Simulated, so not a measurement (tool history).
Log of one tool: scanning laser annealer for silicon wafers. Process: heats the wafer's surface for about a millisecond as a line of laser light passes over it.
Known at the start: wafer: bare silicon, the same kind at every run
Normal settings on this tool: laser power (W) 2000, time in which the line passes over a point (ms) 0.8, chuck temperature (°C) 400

run    hour  laser power (W)  time in which the line passes over a point (ms)  chuck temperature (°C)  highest temperature of the surface (°C)
  1       0             2000                                              0.8                     400                                     1244
  2    44.1             2000                                              0.8                     400                                     1238
  3   104.4             2000                                              0.8                     381                                     1216
  4   180.5             2000                                              0.8                     400                                     1232
  5   233.1             2000                                              0.8                     400                                     1232
  6     289             2000                                              0.8                     400                                     1229
  7   370.3             2000                                              0.8                     400                                     1222
  8   450.5             2000                                              0.8                     400                                     1223
  9   519.6             2000                                            0.678                     400                                     1148
 10   564.4             1978                                              0.8                     400                                     1209
      596.3  -- optics aligned, line set to its width
 11   621.6             1978                                              0.8                     400                                     1209
 12   682.2             1978                                              0.8                     400                                     1209
 13   718.7             2159                                            0.699                     395                                     1214
 14   783.6             1720                                            0.603                     395                                      989
 15     834             1720                                            0.603                     395                                      987
 16   882.2             1720                                            0.603                     395                                      985
 17   968.7             1720                                            0.603                     395                                      985
      990.4  -- window over the wafer cleaned
 18  1046.3             1720                                            0.603                     395                                     1016
 19  1098.4             2128                                              0.8                     400                                     1311
 20  1138.6             1952                                              0.8                     436                                     1262
 21  1184.1             1952                                              0.8                     436                                     1259
 22  1240.1             1952                                              0.8                     436                                     1257

Here are 5 independent what-if runs from the current tool condition. What would each one return?
  A  1327.1             1952                                            0.766                     392                                        ?
  B  1327.1             1952                                              0.8                     415                                        ?
  C  1327.1             1770                                            0.978                     429                                        ?
  D  1327.1             2176                                            0.761                     364                                        ?
  E  1327.1             1932                                            0.632                     415                                        ?

run  highest temperature of the surface (°C)
  A                                     1190
  B                                     1233
  C                                     1256
  D                                     1258
  E                                     1124
What these runs would have given with no unlogged condition in the tool:
run  highest temperature of the surface (°C)
  A                                     1197
  B                                     1239
  C                                     1262
  D                                     1265
  E                                     1129
